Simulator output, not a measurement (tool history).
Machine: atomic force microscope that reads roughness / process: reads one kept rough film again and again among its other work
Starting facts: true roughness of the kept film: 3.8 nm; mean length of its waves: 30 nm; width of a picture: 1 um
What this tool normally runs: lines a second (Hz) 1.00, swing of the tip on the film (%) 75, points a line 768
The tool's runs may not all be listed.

run  hour  lines a second (Hz)  swing of the tip on the film (%)  points a line  roughness of the kept film (nm (root mean square))
  1   0.0                 1.00                                75            768                                               3.013
  2   8.3                 1.00                                75            768                                               2.996
  3  16.6                 1.00                                75            768                                               2.972
  4  22.8                 1.00                                75            768                                               2.986
  5  31.5                 1.00                                73            768                                               3.018
  6  37.4                 1.00                                75            378                                               2.946
  7  42.5                 1.00                                75            378                                               2.970
  8  50.5                 1.53                                75            768                                               2.859
  9  58.7                 1.53                                75            768                                               2.877
 10  64.0                 1.17                                85            768                                               2.763
 11  69.0                 1.00                                75            388                                               2.974
 12  75.3                 1.52                                64            288                                               2.987
 13  79.3                 0.70                                61            707                                               3.127
     81.0  -- new tip fitted
 14  84.2                 0.70                                61            707                                               3.175

Expected results for the next run?
 15  93.1                 1.00                                75            749                                                   ?

Run 15 yielded roughness of the kept film (nm (root mean square)) 2.973.
With no hidden state in the tool, this same run would have given roughness of the kept film (nm (root mean square)) 2.974.
